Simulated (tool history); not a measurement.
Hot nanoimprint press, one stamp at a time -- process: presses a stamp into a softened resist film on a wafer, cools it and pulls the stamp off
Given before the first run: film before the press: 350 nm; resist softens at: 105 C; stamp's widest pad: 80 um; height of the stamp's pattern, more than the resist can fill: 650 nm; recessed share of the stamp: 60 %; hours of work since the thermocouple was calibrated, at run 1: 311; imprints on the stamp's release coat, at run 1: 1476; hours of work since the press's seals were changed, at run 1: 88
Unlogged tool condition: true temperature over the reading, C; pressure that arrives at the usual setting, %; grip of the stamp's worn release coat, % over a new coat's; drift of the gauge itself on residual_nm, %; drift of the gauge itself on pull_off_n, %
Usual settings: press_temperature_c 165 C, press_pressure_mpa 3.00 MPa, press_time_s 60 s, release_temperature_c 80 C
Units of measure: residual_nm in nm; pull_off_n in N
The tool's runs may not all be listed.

run	hour	press_temperature_c	press_pressure_mpa	press_time_s	release_temperature_c	hours of work since the thermocouple was calibrated	imprints on the stamp's release coat	hours of work since the press's seals were changed	residual_nm	pull_off_n
1	0.0	165	3.00	60	80	311	1476	88	193.4	218
2	10.9	165	3.00	60	80	317	1520	94	193.7	212
3	19.2	165	3.00	60	80	322	1553	98	193.3	227
4	30.0	165	3.00	60	80	328	1596	104	193.5	215
5	38.4	165	3.00	60	80	332	1629	109	194.2	212
6	50.0	169	3.00	60	80	339	1675	115	166.1	223
7	61.2	169	3.00	60	80	345	1720	122	166.3	222
8	73.9	169	3.00	60	80	352	1771	129	167.1	222
9	85.6	169	3.00	60	80	358	1817	135	167.0	215
10	97.1	169	3.00	60	80	365	1864	142	166.9	213
11	115.5	153	3.00	60	80	375	1937	152	291.2	221
12	128.0	153	3.00	60	80	382	1987	159	291.4	213
13	145.4	165	3.00	60	66	392	2056	168	195.4	251
14	165.6	165	3.00	60	66	403	2137	180	196.5	243
# hour 181.9: plate thermocouple calibrated
15	183.4	165	3.00	60	66	1	2196	188	195.6	239
# hour 202.7: stamp cleaned and given a new release coat
16	207.3	165	2.46	65	66	11	18	198	209.7	250
17	226.0	165	2.46	65	66	21	93	208	208.8	244
18	238.2	165	2.46	65	66	28	141	215	210.5	247
19	247.9	164	1.92	47	72	33	180	220	257.7	237
20	256.7	176	4.11	60	80	38	215	225	106.8	222
21	274.5	176	4.11	60	80	48	286	235	107.2	221
22	292.7	174	2.29	30	74	58	359	245	199.4	228
23	310.6	162	2.10	62	83	68	430	255	251.4	217
24	320.3	164	3.86	62	83	74	469	261	181.5	215
25	338.1	163	1.87	62	83	83	540	270	254.1	211

Run 26 has not been measured yet. What should we expect?
26	353.6	165	2.48	42	66	92	602	279	?	?

Run 26 produced residual_nm 238.1 nm, pull_off_n 248 N.
If the tool had no hidden condition, the same run with the same run-to-run variation would have returned residual_nm 232.7 nm, pull_off_n 247 N.

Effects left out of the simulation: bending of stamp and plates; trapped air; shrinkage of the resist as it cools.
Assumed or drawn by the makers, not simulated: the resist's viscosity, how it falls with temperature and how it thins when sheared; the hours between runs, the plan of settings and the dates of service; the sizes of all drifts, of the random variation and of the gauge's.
